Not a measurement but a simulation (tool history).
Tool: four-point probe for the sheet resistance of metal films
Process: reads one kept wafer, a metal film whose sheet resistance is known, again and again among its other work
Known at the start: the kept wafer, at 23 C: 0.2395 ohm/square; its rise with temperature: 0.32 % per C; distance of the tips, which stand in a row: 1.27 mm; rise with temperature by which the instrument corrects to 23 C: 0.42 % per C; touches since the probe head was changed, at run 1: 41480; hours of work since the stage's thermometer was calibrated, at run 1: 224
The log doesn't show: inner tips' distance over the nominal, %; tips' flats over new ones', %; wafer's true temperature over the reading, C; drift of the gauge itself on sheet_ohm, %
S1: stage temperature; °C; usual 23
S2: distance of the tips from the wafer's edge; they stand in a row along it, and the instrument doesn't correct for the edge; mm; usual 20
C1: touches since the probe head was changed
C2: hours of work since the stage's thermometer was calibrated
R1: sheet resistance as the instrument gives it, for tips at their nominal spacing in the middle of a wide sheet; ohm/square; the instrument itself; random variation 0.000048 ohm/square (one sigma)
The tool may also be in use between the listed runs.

run	hour	S1	S2	C1	C2	R1
1	0.0	23	20	41480	224	0.237834
2	51.9	23	20	43664	254	0.237809
3	131.7	23	20	47017	302	0.237620
4	213.2	23	20	50444	350	0.237482
5	258.6	23	20	52357	377	0.237487
6	319.8	23	20	54928	413	0.237319
7	370.7	19	20	57068	443	0.238263
8	414.4	26	20	58909	469	0.236506
9	500.3	26	20	62521	520	0.236351
10	541.1	26	20	64236	545	0.236282
# hour 585.9: new probe head fitted
11	623.9	26	20	1597	593	0.238812
12	660.8	23	20	3149	615	0.239379
13	714.0	23	20	5387	647	0.239409
14	764.2	27	20	7499	676	0.238313
15	825.6	23	20	10082	713	0.239154
16	878.7	23	20	12316	744	0.239054
17	965.3	23	20	15955	796	0.238869
18	1046.4	23	4	19367	844	0.250526
19	1107.0	23	4	21914	880	0.250474
# hour 1111.8: stage's thermometer calibrated
20	1192.9	23	58	25508	48	0.238106
21	1279.4	23	33	29143	99	0.238085
22	1348.2	29	6	32036	140	0.241902
23	1436.0	21	50	35731	192	0.238237
24	1518.6	31	6	39202	241	0.241140
# hour 1528.7: stage's thermometer calibrated, once more
25	1601.6	19	20	42675	43	0.238775
26	1677.4	19	20	45862	88	0.238710
27	1759.4	35	3	49311	137	0.254714
28	1839.6	31	12	52682	184	0.236520
29	1901.6	31	5	55289	221	0.242850
30	1980.6	30	5	58612	268	0.242892
31	2042.8	33	7	61225	305	0.238222
32	2100.0	27	9	63632	339	0.238056
# hour 2157.4: new probe head fitted
33	2174.6	27	9	725	383	0.240714
34	2244.5	32	18	3665	424	0.237617
35	2279.9	31	28	5153	445	0.237313
36	2322.8	26	28	6957	470	0.238470
37	2374.0	26	28	9109	501	0.238399

4 ways to go on from here, each from the tool as it stands after run 37. What would each give?
A	2456.8	32	66	12593	550	?
B	2456.8	22	6	12593	550	?
C	2456.8	34	28	12593	550	?
D	2456.8	31	28	12593	550	?

run	R1
A	0.236663
B	0.244538
C	0.236363
D	0.237090
Without the tool's hidden state the same runs would have given:
run	R1
A	0.237419
B	0.245317
C	0.237118
D	0.237847
